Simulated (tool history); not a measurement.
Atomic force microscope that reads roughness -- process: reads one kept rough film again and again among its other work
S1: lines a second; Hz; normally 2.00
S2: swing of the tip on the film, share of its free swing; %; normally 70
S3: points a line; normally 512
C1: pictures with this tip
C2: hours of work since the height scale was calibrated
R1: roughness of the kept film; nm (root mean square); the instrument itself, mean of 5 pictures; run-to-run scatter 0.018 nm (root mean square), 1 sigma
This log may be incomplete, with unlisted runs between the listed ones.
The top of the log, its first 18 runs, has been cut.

run	hour	S1	S2	S3	C1	C2	R1
19	387.6	2.00	70	512	39	55	4.320
20	406.4	1.23	75	273	77	68	4.130
21	420.1	2.00	64	512	104	78	4.072
22	445.6	2.00	64	512	155	97	3.824
23	464.4	2.37	69	532	192	111	3.589
# hour 479.9: new tip fitted
# hour 484.5: height scale calibrated on a step standard, once more
24	490.6	0.59	61	405	20	4	4.489
25	505.7	2.00	79	923	50	16	4.014
26	519.9	2.00	64	512	78	26	4.071
27	536.0	2.00	80	266	110	38	3.713
28	562.7	3.60	80	266	164	57	3.276
29	589.9	1.29	69	751	218	77	3.540
# hour 594.3: new tip fitted
30	614.4	3.41	63	589	40	95	4.235
31	626.3	3.41	63	589	63	104	4.073
32	643.6	3.41	63	589	98	116	3.974
33	655.8	3.41	63	589	122	125	3.854
34	671.4	2.00	81	335	153	137	3.548
35	692.1	1.48	82	512	195	152	3.522
# hour 707.4: new tip fitted
36	721.2	1.83	68	413	28	173	4.374

Here are 3 independent what-if runs from the current tool condition. What would each one return?
A	743.8	1.83	68	857	73	189	?
B	743.8	1.54	55	465	73	189	?
C	743.8	3.38	83	512	73	189	?

run	R1
A	4.168
B	4.238
C	3.693
What these runs would have given with no unlogged condition in the tool:
run	R1
A	4.578
B	4.655
C	4.056
